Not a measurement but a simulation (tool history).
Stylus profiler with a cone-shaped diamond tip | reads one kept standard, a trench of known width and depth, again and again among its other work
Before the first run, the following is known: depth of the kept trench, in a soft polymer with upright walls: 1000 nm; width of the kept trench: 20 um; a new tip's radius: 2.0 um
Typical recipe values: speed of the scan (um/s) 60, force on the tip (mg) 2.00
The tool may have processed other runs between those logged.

run    hour  speed of the scan (um/s)  force on the tip (mg)  depth of the trench (Å)  width of the trench's floor (um)
  1     0.0                        60                   2.00                  10077.4                             14.72
  2    48.3                        60                   2.00                  10070.3                             14.71
  3    97.5                        60                   1.66                  10066.2                             14.61
  4   137.0                        60                   3.48                  10108.0                             14.68
  5   170.6                        60                   2.00                  10069.3                             14.57
  6   216.1                        60                   2.00                  10071.1                             14.56
  7   261.4                        60                   2.00                  10066.9                             14.56
  8   302.3                        60                   2.00                  10068.1                             14.53
  9   353.5                        60                   2.00                  10066.1                             14.52
 10   389.0                        60                   2.00                  10064.1                             14.50
 11   433.6                        60                   2.00                  10063.5                             14.47
 12   478.5                        60                   2.00                  10063.6                             14.47
 13   509.8                        60                   2.00                  10062.6                             14.39
 14   548.3                        60                   2.00                  10066.4                             14.40
      610.8  -- new tip fitted, height scale calibrated
 15   610.8                        60                   2.00                  10076.9                             16.26
 16   646.0                        60                   1.15                  10049.7                             16.09
 17   696.4                        60                   1.15                  10051.5                             16.05
 18   722.7                        60                   0.99                  10046.2                             15.99
 19   783.3                        60                   0.99                  10040.9                             15.97
 20   844.3                        60                   0.99                  10043.0                             15.92
 21   895.7                       105                   1.44                  10054.8                             15.59
 22   954.6                        60                   2.09                  10072.6                             15.94
 23  1006.4                        60                   2.09                  10068.0                             15.93
 24  1056.9                       124                   4.91                  10132.6                             15.80
 25  1098.2                        26                   5.76                  10148.4                             16.20
 26  1133.9                        22                   0.81                  10033.6                             15.97
     1137.9  -- height scale calibrated on a step standard
 27  1192.8                        30                   1.41                  10042.5                             15.90
 28  1236.7                        30                   1.41                  10040.8                             15.91
 29  1288.0                        30                   1.41                  10041.3                             15.89
     1299.4  -- height scale calibrated on a step standard, once more
 30  1349.9                        74                   1.70                  10075.5                             15.54
 31  1408.3                        29                   2.31                  10085.7                             15.85
 32  1455.9                        67                   3.96                  10122.5                             15.72
 33  1482.2                        68                   3.99                  10126.4                             15.67
 34  1535.3                        68                   3.99                  10123.4                             15.63
 35  1587.6                        60                   0.96                  10047.5                             15.42
 36  1634.6                        60                   0.96                  10045.8                             15.33
 37  1689.4                        60                   3.48                  10110.5                             15.53
 38  1738.1                        33                   1.98                  10070.9                             15.61
 39  1785.5                        19                   1.17                  10046.9                             15.61

Branching from run 39: 5 alternative next runs. What would each branch give?
  A  1835.1                        29                   0.92                        ?                                 ?
  B  1835.1                        48                   4.73                        ?                                 ?
  C  1835.1                        38                   1.06                        ?                                 ?
  D  1835.1                        20                   3.15                        ?                                 ?
  E  1835.1                        19                   2.21                        ?                                 ?

run  depth of the trench (Å)  width of the trench's floor (um)
  A                  10041.4                             15.50
  B                  10133.7                             15.54
  C                  10047.2                             15.43
  D                  10101.9                             15.61
  E                  10075.4                             15.60
Stripped of hidden state, with their random variation kept, the same runs would have yielded:
run  depth of the trench (Å)  width of the trench's floor (um)
  A                  10050.0                             16.31
  B                  10142.5                             16.35
  C                  10055.9                             16.25
  D                  10110.6                             16.43
  E                  10084.1                             16.41
